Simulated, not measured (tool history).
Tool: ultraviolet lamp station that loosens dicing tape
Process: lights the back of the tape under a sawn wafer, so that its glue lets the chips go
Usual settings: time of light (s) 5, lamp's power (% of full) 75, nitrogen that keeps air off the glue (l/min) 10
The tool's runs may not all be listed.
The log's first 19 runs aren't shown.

run   hour  time of light (s)  lamp's power (% of full)  nitrogen that keeps air off the glue (l/min)  force that peels the tape off (N)  light that reached the tape (mJ/cm2)
 20    311                  5                        75                                            10                              0.388                                   460
 21  324.4                  5                        75                                            10                                0.4                                   456
 22  341.7                  3                        75                                             6                              1.552                                   275
 23  354.4                  3                        75                                             6                              1.462                                   274
 24  368.6                  4                        75                                             6                               0.91                                   365
 25  380.4                  4                        75                                             6                              0.936                                   366
 26    404                  4                        76                                             6                              0.884                                   371
 27  426.8                  5                        75                                            18                              0.302                                   453
 28  443.3                 10                        66                                            18                              0.192                                   796
 29  462.5                  5                        78                                            13                              0.322                                   474
 30  480.6                 10                        66                                            13                              0.195                                   797
 31  497.5                  6                        84                                            10                              0.258                                   601
 32  511.1                  6                        88                                             5                              0.345                                   626
 33  531.1                  2                        75                                             5                              2.977                                   181
 34  553.1                  3                        86                                             6                              1.224                                   308
 35  572.2                  9                        86                                             9                               0.21                                   921
 36  587.2                  9                        86                                             9                              0.196                                   914
 37  609.2                  9                        86                                             9                              0.196                                   913
 38  621.6                  9                        86                                             9                              0.185                                   907
 39  640.2                  9                        61                                             9                               0.25                                   647
 40  662.9                  4                        75                                            10                              0.702                                   347
 41  679.5                  4                        75                                            10                              0.713                                   349
     682.4  -- window cleaned of glue's vapour
 42  703.3                  3                        64                                            15                              1.231                                   236

Forecast each of these 3 alternatives for the next run:
  A  716.6                  3                        68                                             5                                  ?                                     ?
  B  716.6                  3                        87                                            14                                  ?                                     ?
  C  716.6                  3                        87                                            15                                  ?                                     ?

run  force that peels the tape off (N)  light that reached the tape (mJ/cm2)
  A                              1.894                                   248
  B                              0.714                                   319
  C                              0.699                                   315
Without the tool's hidden state the same runs would have given:
run  force that peels the tape off (N)  light that reached the tape (mJ/cm2)
  A                              1.609                                   276
  B                              0.571                                   355
  C                               0.56                                   351
